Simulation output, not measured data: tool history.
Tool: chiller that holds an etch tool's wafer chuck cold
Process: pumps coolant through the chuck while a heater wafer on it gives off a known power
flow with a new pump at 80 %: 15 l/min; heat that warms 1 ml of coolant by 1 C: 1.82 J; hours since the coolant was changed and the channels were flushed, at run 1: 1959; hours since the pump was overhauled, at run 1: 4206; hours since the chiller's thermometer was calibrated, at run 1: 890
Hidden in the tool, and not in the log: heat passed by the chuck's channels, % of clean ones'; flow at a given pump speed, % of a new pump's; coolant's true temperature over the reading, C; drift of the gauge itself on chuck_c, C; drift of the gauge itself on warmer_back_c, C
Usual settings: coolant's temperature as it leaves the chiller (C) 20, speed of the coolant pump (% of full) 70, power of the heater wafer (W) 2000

run    hour  coolant's temperature as it leaves the chiller (C)  speed of the coolant pump (% of full)  power of the heater wafer (W)  hours since the coolant was changed and the channels were flushed  hours since the pump was overhauled  hours since the chiller's thermometer was calibrated  chuck's temperature once it has settled (C)  how much warmer the coolant comes back (C)
  1       0                                                  20                                     70                           2000                                                               1959                                 4206                                                   890                                         33.5                                        5.25
  2   109.1                                                  20                                     70                           2000                                                               2068                                 4315                                                   999                                         33.6                                        5.25
  3   206.9                                                  20                                     67                           2000                                                               2166                                 4413                                                  1097                                         34.2                                        5.57
  4   346.8                                                  20                                     67                           2000                                                               2306                                 4553                                                  1237                                         34.1                                        5.56
  5   427.6                                                  20                                     66                           2000                                                               2387                                 4634                                                  1318                                         34.1                                        5.62
  6   584.9                                                  20                                     79                           2000                                                               2544                                 4791                                                  1475                                         32.3                                        4.55
  7   741.9                                                  20                                     79                           2000                                                               2701                                 4948                                                  1632                                         32.5                                        4.54
  8   842.1                                                  20                                     70                           2000                                                               2801                                 5048                                                  1732                                         33.6                                        5.23
  9   913.8                                                  20                                     70                           2000                                                               2873                                 5120                                                  1804                                         33.7                                        5.31
 10   990.4                                                  20                                     78                           2000                                                               2950                                 5196                                                  1881                                         32.6                                        4.72
 11  1133.3                                                  20                                     78                           1609                                                               3092                                 5339                                                  2024                                         30.1                                        3.77
 12  1297.4                                                  20                                     78                           1609                                                               3257                                 5503                                                  2188                                         29.9                                        3.79
 13  1379.1                                                  20                                     70                           1198                                                               3338                                 5585                                                  2269                                         27.8                                        3.22
 14  1461.7                                                  20                                     70                           1198                                                               3421                                 5668                                                  2352                                           28                                        3.17
 15  1570.4                                                  20                                     70                           1198                                                               3529                                 5776                                                  2461                                         28.2                                        3.16
 16  1736.5                                                  20                                     70                           1198                                                               3696                                 5942                                                  2627                                           28                                         3.2
 17    1810                                                  15                                     75                           1448                                                               3769                                 6016                                                  2700                                         24.4                                         3.5
     1834.8  -- chiller's thermometer calibrated
 18  1914.2                                                  20                                     98                           2000                                                               3872                                 6119                                                    79                                           31                                        3.61
 19  2082.8                                                  14                                     64                           2000                                                               4041                                 6288                                                   248                                           29                                        5.82
 20  2237.5                                                  14                                     64                           2000                                                               4196                                 6442                                                   403                                         29.3                                        5.87
 21  2339.7                                                  14                                     64                           2000                                                               4298                                 6545                                                   505                                         29.3                                        5.89
 22  2493.4                                                  14                                     70                           2989                                                               4452                                 6698                                                   659                                         35.2                                        7.95
 23  2566.7                                                  14                                     70                           2989                                                               4525                                 6772                                                   732                                         35.2                                        7.94
 24  2697.3                                                  16                                     75                           1014                                                               4655                                 6902                                                   863                                         22.9                                        2.52
 25  2771.1                                                  16                                     75                           1014                                                               4729                                 6976                                                   936                                           23                                        2.54
 26  2901.1                                                  20                                     92                           2000                                                               4859                                 7106                                                  1066                                         31.6                                        3.89
 27  3035.5                                                  14                                     90                           1342                                                               4994                                 7240                                                  1201                                         21.9                                        2.74
 28  3147.6                                                  14                                     90                           1342                                                               5106                                 7353                                                  1313                                         21.9                                         2.7
 29  3237.3                                                  14                                     90                           1342                                                               5195                                 7442                                                  1403                                           22                                        2.73
 30  3391.5                                                  14                                     90                           1342                                                               5350                                 7596                                                  1557                                         21.8                                        2.67
 31  3469.8                                                  14                                     75                           1226                                                               5428                                 7675                                                  1635                                         22.4                                           3

The same runs without the tool's hidden state, with the same run-to-run variation:
run  chuck's temperature once it has settled (C)  how much warmer the coolant comes back (C)
  1                                           33                                        5.12
  2                                         33.1                                        5.12
  3                                         33.7                                        5.43
  4                                         33.5                                        5.42
  5                                         33.6                                        5.47
  6                                         31.8                                        4.42
  7                                           32                                        4.41
  8                                         33.1                                        5.08
  9                                         33.1                                        5.15
 10                                         32.1                                        4.58
 11                                         29.8                                        3.65
 12                                         29.6                                        3.67
 13                                         27.6                                        3.11
 14                                         27.8                                        3.06
 15                                         27.9                                        3.05
 16                                         27.7                                        3.09
 17                                         24.1                                        3.37
 18                                         30.1                                        3.48
 19                                         27.8                                        5.59
 20                                         28.1                                        5.63
 21                                         28.1                                        5.65
 22                                         33.4                                        7.62
 23                                         33.4                                         7.6
 24                                         22.3                                        2.41
 25                                         22.4                                        2.43
 26                                         30.6                                        3.71
 27                                         21.3                                        2.62
 28                                         21.2                                        2.57
 29                                         21.4                                         2.6
 30                                         21.2                                        2.54
 31                                         21.7                                        2.85
